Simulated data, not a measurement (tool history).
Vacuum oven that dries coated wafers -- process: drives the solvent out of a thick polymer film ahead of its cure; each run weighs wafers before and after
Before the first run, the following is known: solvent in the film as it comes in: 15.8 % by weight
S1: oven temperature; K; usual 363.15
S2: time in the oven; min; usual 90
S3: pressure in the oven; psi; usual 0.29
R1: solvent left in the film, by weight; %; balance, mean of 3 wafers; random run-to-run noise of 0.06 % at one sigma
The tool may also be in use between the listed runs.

run	hour	S1	S2	S3	R1
1	0	363.15	90	0.29	3.55
2	7.5	363.15	90	0.29	3.47
3	20.2	363.15	90	0.29	3.45
4	27.4	363.15	90	0.467	4.12
5	38.9	363.15	90	0.467	4.2
6	50.5	363.15	90	0.467	4.23
7	60.8	363.15	90	0.467	4.16
8	75.4	363.15	90	0.467	4.16
9	81.6	363.15	90	0.467	4.06
10	95	363.15	90	0.467	4.04
11	107.3	363.15	90	0.467	4.22
12	115.5	363.15	90	0.29	3.61
13	128.9	363.15	90	0.29	3.62
14	135.1	363.15	90	0.29	3.48
15	142	363.15	90	0.29	3.58
16	152	363.15	90	0.29	3.54
17	162.8	363.15	90	0.29	3.66
18	168.7	363.15	90	0.29	3.61
19	181	363.15	90	0.29	3.52
20	187.5	376.15	90	0.29	1.4
21	199.6	376.15	90	0.29	1.46
22	211.1	376.15	90	0.29	1.42
23	225.2	359.15	90	0.29	4.57
24	235.5	359.15	90	0.29	4.44
25	249.7	359.15	71	0.29	5.43
26	263	359.15	71	0.29	5.47
27	274.8	364.15	90	0.29	3.52
28	285.1	371.15	90	0.29	2.21
29	297.3	376.15	81	0.29	1.69
30	308.7	376.15	81	0.29	1.62
31	321.3	350.15	127	0.18	4.71
32	333	349.15	67	0.241	7.82
33	345.9	351.15	90	0.155	6.15
34	357.7	351.15	90	0.155	5.91
35	365.1	363.15	50	0.824	7.47
36	376.1	360.15	100	0.741	5.64
37	387.6	363.15	92	0.29	3.6
38	396.9	363.15	92	0.29	3.55
39	409.4	363.15	92	0.29	3.56
40	420.4	363.15	92	0.29	3.76
41	427.4	372.15	58	1.121	5.57
42	436.4	372.15	58	1.121	5.46
43	449.9	351.15	58	1.121	11.2
44	457.7	360.15	85	0.647	5.92
45	470.8	372.15	90	0.389	2.24
46	481.3	371.15	57	0.29	3.81
47	494.7	371.15	76	0.29	2.73
48	501.3	362.15	90	0.915	6.09

Per-run results on a tool with no hidden state, each run keeping its own random variation:
Hidden conditions of the tool in this case: true wafer temperature over the reading, C; true pressure over the reading, kPa; drift of the gauge itself on solvent_pct, %.
run	R1
1	3.38
2	3.29
3	3.27
4	3.92
5	4.01
6	4.03
7	3.96
8	3.95
9	3.85
10	3.83
11	4
12	3.4
13	3.41
14	3.27
15	3.37
16	3.32
17	3.43
18	3.39
19	3.29
20	1.28
21	1.34
22	1.29
23	4.3
24	4.17
25	5.15
26	5.18
27	3.27
28	2.03
29	1.53
30	1.46
31	4.39
32	7.52
33	5.82
34	5.59
35	7.14
36	5.29
37	3.31
38	3.25
39	3.26
40	3.45
41	5.24
42	5.13
43	10.81
44	5.54
45	2.02
46	3.51
47	2.46
48	5.68
